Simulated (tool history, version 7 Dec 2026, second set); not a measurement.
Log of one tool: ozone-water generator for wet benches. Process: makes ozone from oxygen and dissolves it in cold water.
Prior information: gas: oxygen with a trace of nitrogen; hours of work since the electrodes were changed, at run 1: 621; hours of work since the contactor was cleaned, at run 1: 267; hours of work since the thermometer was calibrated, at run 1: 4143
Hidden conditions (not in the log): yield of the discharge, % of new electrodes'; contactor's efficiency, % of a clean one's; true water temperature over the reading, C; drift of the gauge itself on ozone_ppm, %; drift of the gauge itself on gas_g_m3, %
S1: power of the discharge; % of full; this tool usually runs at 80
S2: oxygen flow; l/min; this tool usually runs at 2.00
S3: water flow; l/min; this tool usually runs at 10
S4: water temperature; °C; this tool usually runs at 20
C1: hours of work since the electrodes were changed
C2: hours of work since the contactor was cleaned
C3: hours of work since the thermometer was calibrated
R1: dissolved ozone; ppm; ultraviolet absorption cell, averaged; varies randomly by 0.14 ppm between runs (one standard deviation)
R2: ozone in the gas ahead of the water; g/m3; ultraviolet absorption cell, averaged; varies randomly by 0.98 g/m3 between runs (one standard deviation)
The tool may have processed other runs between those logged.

run,day,S1,S2,S3,S4,C1,C2,C3,R1,R2
1,0.000,80,2.00,10,20,621,267,4143,17.4,168.3
2,2.862,80,2.00,10,20,676,322,4199,17.4,171.0
3,5.683,80,2.00,10,20,731,377,4253,17.6,170.3
4,7.342,80,2.00,9,20,763,409,4285,18.9,171.0
5,10.183,80,2.00,9,20,818,464,4340,19.0,170.0
6,12.492,80,2.00,9,20,863,509,4385,19.0,169.9
7,15.246,80,2.00,9,20,916,562,4438,19.0,170.9
8,17.121,80,1.10,10,20,952,598,4475,15.8,230.6
9,19.192,80,1.10,10,20,993,639,4515,15.7,233.4
10,21.758,80,2.00,10,18,1042,688,4564,17.9,170.8
# day 22.458: water thermometer calibrated
11,23.504,80,2.00,8,20,1076,722,20,20.4,170.4
12,25.129,80,2.00,8,23,1107,753,52,19.8,173.0
13,27.946,80,2.00,7,23,1162,808,106,21.5,171.3
14,29.783,80,2.00,7,23,1197,843,142,21.9,172.9
15,31.625,80,2.00,7,23,1233,879,177,21.7,174.0
16,32.938,80,2.00,10,20,1258,904,203,17.3,172.0
17,34.421,44,2.35,10,20,1287,933,232,11.1,101.8
18,36.146,52,1.10,6,14,1320,966,265,19.0,167.8
19,37.862,80,2.00,11,13,1354,1000,298,17.0,173.2
20,39.450,80,2.00,11,13,1384,1030,329,17.3,172.7
21,41.896,80,2.00,11,13,1432,1078,376,17.2,174.0
22,44.517,73,2.00,15,20,1482,1128,427,11.0,162.1
23,46.133,73,2.00,15,20,1514,1160,458,11.1,162.8
24,48.246,58,1.12,8,20,1555,1201,499,15.0,183.0
25,49.812,80,2.36,10,20,1585,1231,530,17.6,159.7
26,52.604,80,2.36,10,20,1639,1285,584,17.6,159.4
# day 53.183: gauge calibrated
27,55.438,80,1.84,13,20,1694,1340,638,13.7,175.7
28,58.217,80,1.84,13,20,1748,1394,692,13.8,177.3
29,60.179,80,1.84,13,20,1786,1432,730,13.7,177.5
30,62.075,80,2.14,7,20,1822,1468,767,22.8,167.0
31,63.925,80,2.10,7,22,1858,1504,803,22.1,166.0
32,65.612,92,2.10,14,22,1891,1537,835,14.0,183.7

For each entry between runs, how does the tool's hidden state at the last listed run before it compare with that at the first listed run after it?
From run 10 to run 11: water thermometer calibrated (day 22.458)
  drift of the gauge itself on gas_g_m3, %: 1.21 -> 1.31
  what was measured, less what the result would be without the hidden state, R2: +2.0 -> +2.2 g/m3
From run 26 to run 27: gauge calibrated (day 53.183)
  drift of the gauge itself on gas_g_m3, %: 2.93 -> 0.13
  what was measured, less what the result would be without the hidden state, R2: +4.5 -> +0.2 g/m3
